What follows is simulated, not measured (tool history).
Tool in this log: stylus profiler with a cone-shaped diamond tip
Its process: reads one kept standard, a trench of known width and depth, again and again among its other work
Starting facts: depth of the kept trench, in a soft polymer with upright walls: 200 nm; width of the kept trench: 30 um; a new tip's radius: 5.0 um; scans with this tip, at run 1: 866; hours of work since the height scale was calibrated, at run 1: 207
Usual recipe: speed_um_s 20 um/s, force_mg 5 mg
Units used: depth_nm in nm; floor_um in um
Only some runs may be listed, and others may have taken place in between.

run,day,speed_um_s,force_mg,scans with this tip,hours of work since the height scale was calibrated,depth_nm,floor_um
1,0,20,5,866,207,204.53,27
2,0.808,20,4.16,929,222,204.01,27.02
3,1.879,28,5,1012,241,204.55,27
4,2.788,20,5,1082,258,204.53,27.05
5,4.129,20,5,1186,283,204.5,27.03
6,5.429,20,5,1287,307,204.52,26.99
7,6.012,20,2.71,1332,318,203.01,27
8,6.783,20,1.89,1392,332,202.35,26.95
9,8.054,20,1.89,1490,355,202.32,26.91
10,8.804,20,4.64,1548,369,204.3,27
11,9.912,20,4.64,1634,390,204.29,27.01
12,11.154,38,4.64,1730,413,204.29,26.93
13,11.738,20,5,1775,423,204.44,26.96
14,12.846,20,5,1861,444,204.52,26.98
15,13.471,20,5,1910,455,204.47,27.03
16,14.271,20,5,1972,470,204.47,27.05
17,15.325,20,5,2053,490,204.46,26.93
18,15.883,20,5,2097,500,204.47,26.95
19,17.204,20,5,2199,524,204.47,27.02
20,18.233,20,5,2279,543,204.47,26.95
# day 18.312: height scale calibrated on a step standard
21,19.104,7,8.7,2344,15,206.41,27
22,20.158,38,5.94,2426,34,204.96,26.95
23,21.392,39,14.24,2522,57,209.03,26.94
# day 21.962: height scale calibrated on a step standard, once more
24,22.042,39,14.24,2570,1,209.12,26.95
25,22.683,7,6.22,2620,13,205.26,26.99
26,23.408,14,2.79,2676,27,203.05,26.91
27,24.15,10,2.03,2734,40,202.44,26.93
28,25.012,10,2.03,2800,56,202.46,26.95
29,25.888,8,5.32,2869,73,204.68,26.97
30,26.921,54,6.65,2949,92,205.47,26.87
31,27.983,8,8.91,3031,111,206.62,26.91
32,29.208,6,6.56,3126,134,205.38,26.95
33,30.379,44,5,3216,155,204.51,26.79
34,31.592,21,4.44,3310,178,204.16,26.85
35,32.608,18,5,3389,197,204.49,26.87
36,33.4,29,2.12,3450,211,202.51,26.78
37,34.354,11,2.91,3524,229,203.11,26.88
38,35.158,41,6.95,3587,244,205.59,26.91
39,36.171,55,3.96,3665,262,203.78,26.69
40,36.996,39,5,3729,278,204.46,26.77

Here are 4 independent what-if runs from the current tool condition. What would each one return?
A,37.704,29,8.66,3784,291,?,?
B,37.704,15,4.15,3784,291,?,?
C,37.704,7,11,3784,291,?,?
D,37.704,39,4.15,3784,291,?,?

run,depth_nm,floor_um
A,206.49,26.84
B,203.92,26.85
C,207.63,26.89
D,203.89,26.78
Without the tool's hidden state the same runs would have given:
run,depth_nm,floor_um
A,206.56,27.12
B,203.99,27.12
C,207.7,27.16
D,203.96,27.05
